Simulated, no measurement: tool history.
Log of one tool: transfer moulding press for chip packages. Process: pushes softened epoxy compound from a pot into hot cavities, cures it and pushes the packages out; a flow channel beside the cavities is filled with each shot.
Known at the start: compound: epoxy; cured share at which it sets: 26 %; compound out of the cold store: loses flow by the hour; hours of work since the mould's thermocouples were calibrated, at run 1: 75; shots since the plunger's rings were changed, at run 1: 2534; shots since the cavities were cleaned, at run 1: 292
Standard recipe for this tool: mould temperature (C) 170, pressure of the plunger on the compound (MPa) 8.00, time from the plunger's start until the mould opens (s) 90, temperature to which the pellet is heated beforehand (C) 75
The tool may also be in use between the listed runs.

| run | hour | mould temperature (C) | pressure of the plunger on the compound (MPa) | time from the plunger's start until the mould opens (s) | temperature to which the pellet is heated beforehand (C) | hours of work since the mould's thermocouples were calibrated | shots since the plunger's rings were changed | shots since the cavities were cleaned | incoming compound's hours out of the cold store | length that the compound runs in the flow channel (mm) | greatest force on the pins that push the packages out (N) |
|---|---|---|---|---|---|---|---|---|---|---|---|
| 1 | 0.0 | 170 | 8.00 | 90 | 75 | 75 | 2534 | 292 | 38.6 | 777 | 700 |
|  | 29.5 | cavities cleaned with cleaning compound and waxed |
|  | 39.4 | plunger's sealing rings changed |
| 2 | 45.2 | 170 | 8.00 | 90 | 75 | 92 | 52 | 117 | 14.4 | 871 | 641 |
| 3 | 70.7 | 170 | 8.00 | 76 | 75 | 102 | 278 | 343 | 10.2 | 871 | 1127 |
|  | 93.7 | cavities cleaned with cleaning compound and waxed |
| 4 | 120.1 | 170 | 8.00 | 76 | 75 | 122 | 703 | 234 | 35.5 | 798 | 968 |
| 5 | 146.3 | 170 | 8.00 | 76 | 75 | 133 | 935 | 466 | 46.4 | 767 | 1140 |
|  | 156.7 | cavities cleaned with cleaning compound and waxed |
| 6 | 179.0 | 170 | 8.00 | 76 | 75 | 146 | 1212 | 198 | 42.4 | 785 | 962 |
|  | 219.7 | cavities cleaned with cleaning compound and waxed |
| 7 | 221.7 | 170 | 8.00 | 76 | 75 | 163 | 1576 | 17 | 35.9 | 786 | 753 |
| 8 | 248.4 | 170 | 8.00 | 90 | 75 | 174 | 1813 | 254 | 32.2 | 797 | 700 |
|  | 283.3 | cavities cleaned with cleaning compound and waxed |
| 9 | 298.1 | 170 | 8.00 | 90 | 68 | 194 | 2240 | 131 | 26.2 | 797 | 613 |
| 10 | 317.9 | 170 | 8.00 | 90 | 80 | 202 | 2416 | 307 | 40.1 | 769 | 703 |
|  | 346.3 | cavities cleaned with cleaning compound and waxed |
| 11 | 360.4 | 170 | 8.00 | 90 | 80 | 219 | 2780 | 125 | 42.3 | 754 | 592 |
|  | 369.8 | plunger's sealing rings changed |
| 12 | 390.1 | 170 | 8.00 | 90 | 80 | 230 | 180 | 366 | 35.0 | 806 | 723 |
|  | 410.6 | cavities cleaned with cleaning compound and waxed |
| 13 | 435.3 | 170 | 8.00 | 121 | 80 | 248 | 567 | 219 | 38.7 | 793 | 486 |
| 14 | 468.0 | 170 | 8.00 | 121 | 80 | 261 | 857 | 509 | 8.2 | 883 | 611 |
|  | 472.7 | cavities cleaned with cleaning compound and waxed |
| 15 | 500.2 | 169 | 8.00 | 90 | 80 | 274 | 1129 | 244 | 15.7 | 858 | 712 |
| 16 | 523.4 | 169 | 8.00 | 90 | 80 | 284 | 1335 | 450 | 24.9 | 831 | 828 |
|  | 535.5 | cavities cleaned with cleaning compound and waxed |
| 17 | 558.2 | 169 | 8.00 | 90 | 80 | 297 | 1630 | 201 | 18.0 | 831 | 680 |
| 18 | 578.9 | 170 | 8.00 | 90 | 80 | 306 | 1814 | 385 | 16.0 | 842 | 729 |
|  | 597.4 | cavities cleaned with cleaning compound and waxed |
| 19 | 603.5 | 162 | 6.45 | 90 | 80 | 315 | 2018 | 54 | 18.8 | 773 | 995 |
| 20 | 638.8 | 162 | 6.45 | 90 | 80 | 330 | 2331 | 367 | 43.9 | 707 | 1330 |
|  | 659.6 | cavities cleaned with cleaning compound and waxed |
| 21 | 687.5 | 177 | 6.23 | 90 | 75 | 349 | 2750 | 247 | 47.4 | 647 | 508 |
|  | 701.8 | plunger's sealing rings changed |
| 22 | 716.7 | 170 | 7.30 | 125 | 75 | 360 | 133 | 484 | 18.0 | 814 | 562 |

Expected results for the next run?
|  | 726.7 | cavities cleaned with cleaning compound and waxed |
| 23 | 744.0 | 170 | 6.28 | 119 | 75 | 371 | 362 | 154 | 32.6 | ? | ? |

{"run 23": {"length that the compound runs in the flow channel (mm)": 719, "greatest force on the pins that push the packages out (N)": 442}}
Take away the tool's hidden state, keep the run-to-run variation as it was, and the same run would have given length that the compound runs in the flow channel (mm) 726, greatest force on the pins that push the packages out (N) 349.
